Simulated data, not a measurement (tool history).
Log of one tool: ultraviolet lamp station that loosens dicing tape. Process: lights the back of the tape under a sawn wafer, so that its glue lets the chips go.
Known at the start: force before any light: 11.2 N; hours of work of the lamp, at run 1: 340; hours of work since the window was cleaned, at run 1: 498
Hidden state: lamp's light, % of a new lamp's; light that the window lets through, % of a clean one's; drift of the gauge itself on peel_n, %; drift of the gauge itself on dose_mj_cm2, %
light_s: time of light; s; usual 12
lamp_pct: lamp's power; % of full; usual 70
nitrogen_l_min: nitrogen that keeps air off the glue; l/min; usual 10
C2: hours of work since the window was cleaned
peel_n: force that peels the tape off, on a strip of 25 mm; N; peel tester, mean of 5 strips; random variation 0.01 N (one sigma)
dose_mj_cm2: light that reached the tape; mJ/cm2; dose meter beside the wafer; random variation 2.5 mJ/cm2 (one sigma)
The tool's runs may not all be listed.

{"run": 1, "hour": 0.0, "light_s": 12, "lamp_pct": 70, "nitrogen_l_min": 10, "hours of work of the lamp": 340, "C2": 498, "peel_n": 0.462, "dose_mj_cm2": 302}
{"run": 2, "hour": 18.4, "light_s": 12, "lamp_pct": 70, "nitrogen_l_min": 10, "hours of work of the lamp": 349, "C2": 507, "peel_n": 0.473, "dose_mj_cm2": 299}
{"run": 3, "hour": 59.9, "light_s": 12, "lamp_pct": 70, "nitrogen_l_min": 10, "hours of work of the lamp": 368, "C2": 526, "peel_n": 0.474, "dose_mj_cm2": 298}
{"run": 4, "hour": 90.5, "light_s": 12, "lamp_pct": 70, "nitrogen_l_min": 10, "hours of work of the lamp": 382, "C2": 540, "peel_n": 0.466, "dose_mj_cm2": 299}
{"hour": 113.1, "done": "window cleaned of glue's vapour"}
{"run": 5, "hour": 115.9, "light_s": 12, "lamp_pct": 70, "nitrogen_l_min": 10, "hours of work of the lamp": 393, "C2": 1, "peel_n": 0.445, "dose_mj_cm2": 299}
{"run": 6, "hour": 146.8, "light_s": 12, "lamp_pct": 70, "nitrogen_l_min": 10, "hours of work of the lamp": 407, "C2": 15, "peel_n": 0.469, "dose_mj_cm2": 305}
{"run": 7, "hour": 176.8, "light_s": 12, "lamp_pct": 70, "nitrogen_l_min": 10, "hours of work of the lamp": 421, "C2": 29, "peel_n": 0.466, "dose_mj_cm2": 300}
{"run": 8, "hour": 218.7, "light_s": 12, "lamp_pct": 70, "nitrogen_l_min": 10, "hours of work of the lamp": 440, "C2": 48, "peel_n": 0.453, "dose_mj_cm2": 298}
{"run": 9, "hour": 250.9, "light_s": 12, "lamp_pct": 71, "nitrogen_l_min": 10, "hours of work of the lamp": 455, "C2": 63, "peel_n": 0.443, "dose_mj_cm2": 305}
{"run": 10, "hour": 284.4, "light_s": 12, "lamp_pct": 71, "nitrogen_l_min": 10, "hours of work of the lamp": 471, "C2": 79, "peel_n": 0.457, "dose_mj_cm2": 308}
{"run": 11, "hour": 307.2, "light_s": 12, "lamp_pct": 71, "nitrogen_l_min": 10, "hours of work of the lamp": 481, "C2": 89, "peel_n": 0.441, "dose_mj_cm2": 306}
{"run": 12, "hour": 339.3, "light_s": 12, "lamp_pct": 70, "nitrogen_l_min": 5, "hours of work of the lamp": 496, "C2": 104, "peel_n": 0.921, "dose_mj_cm2": 301}
{"run": 13, "hour": 357.4, "light_s": 12, "lamp_pct": 70, "nitrogen_l_min": 10, "hours of work of the lamp": 504, "C2": 112, "peel_n": 0.453, "dose_mj_cm2": 299}
{"run": 14, "hour": 398.7, "light_s": 12, "lamp_pct": 70, "nitrogen_l_min": 10, "hours of work of the lamp": 523, "C2": 131, "peel_n": 0.474, "dose_mj_cm2": 302}
{"run": 15, "hour": 420.1, "light_s": 12, "lamp_pct": 70, "nitrogen_l_min": 10, "hours of work of the lamp": 533, "C2": 141, "peel_n": 0.455, "dose_mj_cm2": 296}
{"run": 16, "hour": 461.8, "light_s": 12, "lamp_pct": 70, "nitrogen_l_min": 15, "hours of work of the lamp": 552, "C2": 160, "peel_n": 0.352, "dose_mj_cm2": 296}
{"run": 17, "hour": 498.7, "light_s": 12, "lamp_pct": 70, "nitrogen_l_min": 15, "hours of work of the lamp": 569, "C2": 177, "peel_n": 0.332, "dose_mj_cm2": 301}
{"run": 18, "hour": 529.8, "light_s": 12, "lamp_pct": 70, "nitrogen_l_min": 15, "hours of work of the lamp": 583, "C2": 191, "peel_n": 0.33, "dose_mj_cm2": 303}
{"run": 19, "hour": 551.9, "light_s": 12, "lamp_pct": 70, "nitrogen_l_min": 15, "hours of work of the lamp": 593, "C2": 201, "peel_n": 0.341, "dose_mj_cm2": 301}
{"run": 20, "hour": 593.0, "light_s": 12, "lamp_pct": 70, "nitrogen_l_min": 15, "hours of work of the lamp": 612, "C2": 220, "peel_n": 0.352, "dose_mj_cm2": 298}
{"run": 21, "hour": 630.5, "light_s": 12, "lamp_pct": 70, "nitrogen_l_min": 15, "hours of work of the lamp": 629, "C2": 237, "peel_n": 0.336, "dose_mj_cm2": 299}
{"run": 22, "hour": 664.8, "light_s": 12, "lamp_pct": 66, "nitrogen_l_min": 10, "hours of work of the lamp": 645, "C2": 253, "peel_n": 0.505, "dose_mj_cm2": 284}
{"run": 23, "hour": 702.0, "light_s": 12, "lamp_pct": 66, "nitrogen_l_min": 10, "hours of work of the lamp": 662, "C2": 270, "peel_n": 0.517, "dose_mj_cm2": 281}
{"run": 24, "hour": 730.1, "light_s": 12, "lamp_pct": 64, "nitrogen_l_min": 10, "hours of work of the lamp": 675, "C2": 283, "peel_n": 0.558, "dose_mj_cm2": 273}
{"run": 25, "hour": 752.3, "light_s": 9, "lamp_pct": 63, "nitrogen_l_min": 3, "hours of work of the lamp": 685, "C2": 293, "peel_n": 2.702, "dose_mj_cm2": 197}
{"run": 26, "hour": 787.6, "light_s": 8, "lamp_pct": 88, "nitrogen_l_min": 14, "hours of work of the lamp": 701, "C2": 309, "peel_n": 0.507, "dose_mj_cm2": 253}
{"run": 27, "hour": 807.8, "light_s": 17, "lamp_pct": 80, "nitrogen_l_min": 14, "hours of work of the lamp": 711, "C2": 319, "peel_n": 0.218, "dose_mj_cm2": 490}
{"run": 28, "hour": 848.5, "light_s": 6, "lamp_pct": 91, "nitrogen_l_min": 5, "hours of work of the lamp": 729, "C2": 337, "peel_n": 1.94, "dose_mj_cm2": 194}
{"run": 29, "hour": 870.3, "light_s": 6, "lamp_pct": 61, "nitrogen_l_min": 11, "hours of work of the lamp": 739, "C2": 347, "peel_n": 2.227, "dose_mj_cm2": 132}
{"run": 30, "hour": 902.6, "light_s": 14, "lamp_pct": 69, "nitrogen_l_min": 11, "hours of work of the lamp": 754, "C2": 362, "peel_n": 0.326, "dose_mj_cm2": 344}
{"run": 31, "hour": 936.3, "light_s": 12, "lamp_pct": 88, "nitrogen_l_min": 9, "hours of work of the lamp": 770, "C2": 378, "peel_n": 0.327, "dose_mj_cm2": 378}
{"run": 32, "hour": 954.9, "light_s": 9, "lamp_pct": 60, "nitrogen_l_min": 10, "hours of work of the lamp": 778, "C2": 386, "peel_n": 1.145, "dose_mj_cm2": 193}
{"run": 33, "hour": 993.4, "light_s": 12, "lamp_pct": 80, "nitrogen_l_min": 10, "hours of work of the lamp": 796, "C2": 404, "peel_n": 0.368, "dose_mj_cm2": 348}
{"run": 34, "hour": 1017.3, "light_s": 11, "lamp_pct": 90, "nitrogen_l_min": 3, "hours of work of the lamp": 807, "C2": 415, "peel_n": 0.971, "dose_mj_cm2": 351}
{"run": 35, "hour": 1039.0, "light_s": 11, "lamp_pct": 63, "nitrogen_l_min": 10, "hours of work of the lamp": 817, "C2": 425, "peel_n": 0.747, "dose_mj_cm2": 246}
{"run": 36, "hour": 1067.5, "light_s": 11, "lamp_pct": 63, "nitrogen_l_min": 10, "hours of work of the lamp": 830, "C2": 438, "peel_n": 0.681, "dose_mj_cm2": 244}
{"run": 37, "hour": 1111.0, "light_s": 12, "lamp_pct": 70, "nitrogen_l_min": 8, "hours of work of the lamp": 850, "C2": 458, "peel_n": 0.542, "dose_mj_cm2": 296}
{"run": 38, "hour": 1149.9, "light_s": 15, "lamp_pct": 67, "nitrogen_l_min": 8, "hours of work of the lamp": 868, "C2": 476, "peel_n": 0.381, "dose_mj_cm2": 360}
{"run": 39, "hour": 1192.6, "light_s": 10, "lamp_pct": 64, "nitrogen_l_min": 5, "hours of work of the lamp": 887, "C2": 495, "peel_n": 1.544, "dose_mj_cm2": 226}
{"run": 40, "hour": 1223.1, "light_s": 14, "lamp_pct": 79, "nitrogen_l_min": 7, "hours of work of the lamp": 901, "C2": 509, "peel_n": 0.38, "dose_mj_cm2": 392}
{"run": 41, "hour": 1255.6, "light_s": 12, "lamp_pct": 70, "nitrogen_l_min": 14, "hours of work of the lamp": 916, "C2": 524, "peel_n": 0.35, "dose_mj_cm2": 302}
{"run": 42, "hour": 1292.4, "light_s": 7, "lamp_pct": 60, "nitrogen_l_min": 16, "hours of work of the lamp": 933, "C2": 541, "peel_n": 1.406, "dose_mj_cm2": 147}

Forecast each of these 4 alternatives for the next run:
{"hour": 1312.1, "done": "window cleaned of glue's vapour"}
{"run": "A", "hour": 1332.6, "light_s": 11, "lamp_pct": 70, "nitrogen_l_min": 5, "hours of work of the lamp": 951, "C2": 9, "peel_n": "?", "dose_mj_cm2": "?"}
{"hour": 1312.1, "done": "window cleaned of glue's vapour"}
{"run": "B", "hour": 1332.6, "light_s": 20, "lamp_pct": 66, "nitrogen_l_min": 6, "hours of work of the lamp": 951, "C2": 9, "peel_n": "?", "dose_mj_cm2": "?"}
{"hour": 1312.1, "done": "window cleaned of glue's vapour"}
{"run": "C", "hour": 1332.6, "light_s": 8, "lamp_pct": 91, "nitrogen_l_min": 3, "hours of work of the lamp": 951, "C2": 9, "peel_n": "?", "dose_mj_cm2": "?"}
{"hour": 1312.1, "done": "window cleaned of glue's vapour"}
{"run": "D", "hour": 1332.6, "light_s": 14, "lamp_pct": 77, "nitrogen_l_min": 6, "hours of work of the lamp": 951, "C2": 9, "peel_n": "?", "dose_mj_cm2": "?"}

run=A peel_n=1.052 dose_mj_cm2=272
run=B peel_n=0.289 dose_mj_cm2=470
run=C peel_n=1.765 dose_mj_cm2=261
run=D peel_n=0.43 dose_mj_cm2=382
Without the tool's hidden state the same runs would have given:
run=A peel_n=1.05 dose_mj_cm2=273
run=B peel_n=0.289 dose_mj_cm2=471
run=C peel_n=1.763 dose_mj_cm2=261
run=D peel_n=0.429 dose_mj_cm2=382

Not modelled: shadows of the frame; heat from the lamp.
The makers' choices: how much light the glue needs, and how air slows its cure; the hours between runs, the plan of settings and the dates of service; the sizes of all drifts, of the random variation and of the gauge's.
